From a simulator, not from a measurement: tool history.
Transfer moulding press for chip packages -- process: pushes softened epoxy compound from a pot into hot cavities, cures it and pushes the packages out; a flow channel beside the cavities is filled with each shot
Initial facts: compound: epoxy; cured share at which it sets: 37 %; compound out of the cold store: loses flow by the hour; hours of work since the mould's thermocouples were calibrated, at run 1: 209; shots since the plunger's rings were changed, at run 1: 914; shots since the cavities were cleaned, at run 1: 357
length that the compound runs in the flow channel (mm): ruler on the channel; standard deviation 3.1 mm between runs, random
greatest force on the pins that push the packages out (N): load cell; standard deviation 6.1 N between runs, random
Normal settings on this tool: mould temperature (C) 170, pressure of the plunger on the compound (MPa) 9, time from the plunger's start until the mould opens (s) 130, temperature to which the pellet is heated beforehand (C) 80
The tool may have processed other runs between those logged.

run,hour,mould temperature (C),pressure of the plunger on the compound (MPa),time from the plunger's start until the mould opens (s),temperature to which the pellet is heated beforehand (C),hours of work since the mould's thermocouples were calibrated,shots since the plunger's rings were changed,shots since the cavities were cleaned,incoming compound's hours out of the cold store,length that the compound runs in the flow channel (mm),greatest force on the pins that push the packages out (N)
1,0,170,9,130,80,209,914,357,42.9,583,221
# hour 19.2: cavities cleaned with cleaning compound and waxed
2,43.9,170,9,130,80,241,1403,284,38.8,594,235
3,63.7,170,9,130,80,256,1631,512,42.8,581,232
# hour 71.6: cavities cleaned with cleaning compound and waxed
4,87.7,170,9,130,80,274,1890,186,24.5,636,237
5,110.8,170,9,130,80,291,2157,453,40,590,237
# hour 121.4: cavities cleaned with cleaning compound and waxed
6,147.2,176,9,130,80,318,2559,298,29.4,611,219
# hour 172.6: cavities cleaned with cleaning compound and waxed
7,187.8,169,8.17,116,80,348,3009,175,41.1,566,257
8,216.8,167,9.26,150,84,370,3344,510,41.6,604,223
# hour 225.2: cavities cleaned with cleaning compound and waxed
9,260.3,170,7.58,130,90,402,3827,404,14.7,616,239
# hour 276.2: cavities cleaned with cleaning compound and waxed
10,290.9,170,9,147,84,424,4163,170,36.7,600,218
# hour 328.3: cavities cleaned with cleaning compound and waxed
11,329.7,170,9,147,84,453,4593,16,26.9,632,224
12,360.8,170,9.02,128,80,476,4951,374,14.7,673,244

Branching from run 12: 5 alternative next runs. What would each branch give?
# hour 378.6: cavities cleaned with cleaning compound and waxed
A,393.5,167,7.81,128,80,500,5310,171,11.3,?,?
# hour 378.6: cavities cleaned with cleaning compound and waxed
B,393.5,170,8.37,133,79,500,5310,171,8.6,?,?
# hour 378.6: cavities cleaned with cleaning compound and waxed
C,393.5,169,9.02,128,80,500,5310,171,18.4,?,?
# hour 378.6: cavities cleaned with cleaning compound and waxed
D,393.5,166,9.79,128,79,500,5310,171,16.6,?,?
# hour 378.6: cavities cleaned with cleaning compound and waxed
E,393.5,170,9,114,89,500,5310,171,13.7,?,?

run,length that the compound runs in the flow channel (mm),greatest force on the pins that push the packages out (N)
A,643,271
B,670,238
C,663,247
D,709,274
E,674,264
With the hidden condition removed and each run's random variation left untouched, the same runs would have given:
run,length that the compound runs in the flow channel (mm),greatest force on the pins that push the packages out (N)
A,643,270
B,670,237
C,663,246
D,710,272
E,675,263

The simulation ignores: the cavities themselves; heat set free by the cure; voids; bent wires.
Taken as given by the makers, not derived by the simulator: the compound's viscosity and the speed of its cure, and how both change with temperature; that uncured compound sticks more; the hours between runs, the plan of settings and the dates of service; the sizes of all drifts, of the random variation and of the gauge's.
